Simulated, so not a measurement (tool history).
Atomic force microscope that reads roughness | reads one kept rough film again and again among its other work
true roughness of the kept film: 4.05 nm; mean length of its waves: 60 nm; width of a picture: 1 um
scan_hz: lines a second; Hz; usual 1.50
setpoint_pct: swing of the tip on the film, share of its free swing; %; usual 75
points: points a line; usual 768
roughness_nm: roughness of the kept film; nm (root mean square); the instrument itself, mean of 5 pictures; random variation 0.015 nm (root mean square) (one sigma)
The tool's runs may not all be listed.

run	hour	scan_hz	setpoint_pct	points	roughness_nm
1	0.0	1.50	75	768	3.462
2	8.3	1.50	75	768	3.431
3	15.0	1.50	75	768	3.407
4	26.1	1.50	75	768	3.371
5	34.1	1.50	75	768	3.358
6	44.7	1.50	75	768	3.328
7	51.4	1.50	75	768	3.284
8	58.7	1.50	75	768	3.258
9	64.6	1.50	75	768	3.273
10	76.3	1.50	75	272	3.197
11	89.2	1.50	75	768	3.220
# hour 92.1: new tip fitted
12	97.7	1.50	75	768	3.677
13	104.0	1.50	75	768	3.602
14	114.8	1.50	75	768	3.586
15	123.1	1.50	75	768	3.550
16	131.8	0.71	75	768	3.585
17	140.7	0.71	75	768	3.619
18	149.0	0.71	75	768	3.557
19	161.5	2.12	75	768	3.330
20	169.4	2.12	75	768	3.297
21	181.1	2.12	75	768	3.279
22	191.3	2.12	75	768	3.227
23	197.1	2.12	75	987	3.239
24	206.9	2.12	75	987	3.186
25	218.4	1.50	74	768	3.237
26	226.1	3.79	57	289	3.238
27	232.9	3.79	57	289	3.227
# hour 234.2: new tip fitted
28	240.5	0.79	86	335	3.648
29	250.7	1.12	59	840	3.736
30	262.1	1.12	59	840	3.702
# hour 263.9: height scale calibrated on a step standard
31	273.8	1.12	59	840	3.694
32	285.3	1.59	75	768	3.469
33	295.6	1.59	75	768	3.447
34	301.4	1.38	74	313	3.457
35	308.7	1.38	70	627	3.455
36	318.6	1.38	70	627	3.404
# hour 327.5: height scale calibrated on a step standard, once more
37	329.8	1.38	82	627	3.287
38	336.9	3.05	57	841	3.354
39	348.6	2.72	88	303	2.838
40	361.8	2.72	88	303	2.793
41	367.7	2.72	88	303	2.826
# hour 378.4: new tip fitted
42	378.6	2.74	62	303	3.671
43	389.2	3.19	75	263	3.390
44	398.7	3.19	75	263	3.345
45	404.7	3.19	75	263	3.342
46	411.2	3.19	75	263	3.323
47	424.3	2.69	55	505	3.572
48	436.4	2.69	55	505	3.523
49	444.1	2.69	55	505	3.513
50	455.5	3.17	55	308	3.494

4 ways to go on from here, each from the tool as it stands after run 50. What would each give?
A	461.3	2.21	81	256	?
B	461.3	1.54	55	468	?
C	461.3	0.64	55	308	?
D	461.3	0.97	72	822	?

run	roughness_nm
A	3.167
B	3.510
C	3.544
D	3.494
Without the tool's hidden state the same runs would have given:
run	roughness_nm
A	3.431
B	3.803
C	3.839
D	3.785

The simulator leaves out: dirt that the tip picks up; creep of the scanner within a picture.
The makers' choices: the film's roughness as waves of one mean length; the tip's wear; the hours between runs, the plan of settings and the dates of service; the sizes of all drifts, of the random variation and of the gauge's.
